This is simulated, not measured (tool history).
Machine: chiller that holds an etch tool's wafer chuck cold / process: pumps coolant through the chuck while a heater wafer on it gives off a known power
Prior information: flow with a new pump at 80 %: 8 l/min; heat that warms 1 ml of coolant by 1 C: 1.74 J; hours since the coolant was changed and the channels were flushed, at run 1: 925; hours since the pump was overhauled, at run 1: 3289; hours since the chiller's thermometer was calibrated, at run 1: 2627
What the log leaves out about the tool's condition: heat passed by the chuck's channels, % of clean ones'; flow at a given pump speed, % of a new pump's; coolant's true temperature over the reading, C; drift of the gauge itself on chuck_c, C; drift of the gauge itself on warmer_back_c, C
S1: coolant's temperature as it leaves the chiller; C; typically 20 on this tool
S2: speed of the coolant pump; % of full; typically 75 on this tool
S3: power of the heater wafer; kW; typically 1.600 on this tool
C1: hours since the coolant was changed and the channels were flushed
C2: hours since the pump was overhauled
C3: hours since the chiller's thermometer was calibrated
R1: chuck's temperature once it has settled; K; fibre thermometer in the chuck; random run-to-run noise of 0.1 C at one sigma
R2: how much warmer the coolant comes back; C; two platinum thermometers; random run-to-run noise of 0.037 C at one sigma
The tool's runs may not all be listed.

run	hour	S1	S2	S3	C1	C2	C3	R1	R2
1	0.0	20	75	1.600	925	3289	2627	305.05	7.38
2	63.5	20	98	1.600	989	3352	2691	302.95	5.60
3	165.1	20	98	1.600	1090	3454	2792	303.05	5.57
4	252.6	20	75	1.835	1178	3541	2880	306.75	8.38
5	329.7	20	75	1.835	1255	3618	2957	306.95	8.35
6	413.8	20	75	1.835	1339	3702	3041	306.55	8.34
7	500.0	20	75	1.835	1425	3789	3127	306.65	8.42
8	602.9	20	75	1.030	1528	3891	3230	300.75	4.57
9	682.3	20	75	1.703	1607	3971	3309	305.85	7.72
10	741.3	20	75	1.600	1666	4030	3368	304.85	7.23
11	815.3	20	75	1.600	1740	4104	3442	304.95	7.26
12	916.2	20	75	2.243	1841	4205	3543	309.65	10.04
13	983.9	20	75	2.243	1909	4272	3611	309.55	10.09
14	1040.2	10	75	1.600	1965	4329	3667	295.05	7.11
15	1099.0	20	75	1.448	2024	4387	3726	303.75	6.41
16	1177.8	20	99	0.840	2103	4466	3805	298.25	2.62
17	1240.8	20	99	0.840	2166	4529	3868	298.35	2.64
18	1335.4	20	99	0.840	2261	4624	3962	298.35	2.71
19	1426.2	20	99	0.840	2351	4715	4053	298.15	2.57
20	1506.9	11	61	1.132	2432	4795	4134	294.05	6.08
21	1592.2	22	84	1.015	2517	4881	4219	302.15	3.81
22	1666.4	12	75	1.600	2592	4955	4293	297.05	6.98
23	1744.5	21	84	2.069	2670	5033	4371	308.35	8.21
24	1796.1	28	82	1.600	2721	5085	4423	312.25	6.37
25	1878.5	15	82	1.803	2804	5167	4505	300.75	7.19
26	1950.3	16	83	0.880	2876	5239	4577	295.35	3.21
27	2013.8	16	90	1.600	2939	5302	4641	299.55	5.70
28	2115.3	16	90	1.600	3041	5404	4742	299.55	5.66

Run 29, settings as shown, results not yet in. Your forecast:
29	2192.9	23	85	0.984	3118	5481	4820	?	?

{"run 29": {"R1": 302.65, "R2": 3.54}}
Had the tool carried no hidden state, the very same run would have given R1 302.65 K, R2 4.00 C.
